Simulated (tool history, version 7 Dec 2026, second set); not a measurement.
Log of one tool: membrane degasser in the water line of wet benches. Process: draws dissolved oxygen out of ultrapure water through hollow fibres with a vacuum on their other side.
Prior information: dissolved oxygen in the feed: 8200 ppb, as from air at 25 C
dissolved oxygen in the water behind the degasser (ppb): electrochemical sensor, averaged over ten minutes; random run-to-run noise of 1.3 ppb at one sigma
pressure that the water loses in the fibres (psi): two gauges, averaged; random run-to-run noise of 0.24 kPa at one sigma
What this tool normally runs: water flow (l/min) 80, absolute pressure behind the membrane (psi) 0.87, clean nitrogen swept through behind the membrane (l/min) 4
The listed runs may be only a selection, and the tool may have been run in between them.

run,hour,water flow (l/min),absolute pressure behind the membrane (psi),clean nitrogen swept through behind the membrane (l/min),dissolved oxygen in the water behind the degasser (ppb),pressure that the water loses in the fibres (psi)
1,0,80,0.87,4,129.5,9.072
2,40.8,80,0.87,4.83,110.9,9.148
3,80.3,80,0.815,4.83,96.9,9.171
4,127.9,80,0.87,4,129.4,9.097
5,165.7,80,0.87,4,130.8,9.126
6,212.9,80,0.87,4,129.4,9.143
7,254.3,80,0.87,4,129.8,9.076
8,306.8,80,0.87,4,129.1,9.182
9,356.8,80,0.87,4,127.9,9.084
10,416.1,72,0.87,4,115.7,8.161
11,475.6,80,0.612,4,52.1,9.15
12,517.5,80,0.612,4,50.6,9.152
13,573.7,80,0.612,4,51.7,9.143
14,636,80,0.544,4,30.4,9.179
15,695.1,80,0.544,4,30.7,9.088
16,752.3,122,0.804,4,201.3,13.876
17,790.6,122,0.804,4,202.4,13.931
18,849.1,122,0.804,4,200.5,13.937
19,884.1,122,0.804,4,200,13.929
20,935.5,122,0.804,4,200.9,13.956
21,969.6,122,0.804,4,196.4,13.998
22,1024,122,0.804,4.89,175.5,13.958
23,1066.3,103,1.114,4.89,227.8,11.78
24,1127.8,84,1.378,4,289.9,9.601
25,1167.6,84,1.378,4,294,9.6
26,1218.8,72,1.588,7.97,168.4,8.24

Run 27 is up next; what results do you expect?
27,1249.4,91,0.535,2.28,?,?

{"run 27": {"dissolved oxygen in the water behind the degasser (ppb)": 51.4, "pressure that the water loses in the fibres (psi)": 10.415}}
With the hidden condition absent and the run-to-run variation left alone, this run would have shown dissolved oxygen in the water behind the degasser (ppb) 53.2, pressure that the water loses in the fibres (psi) 10.259.
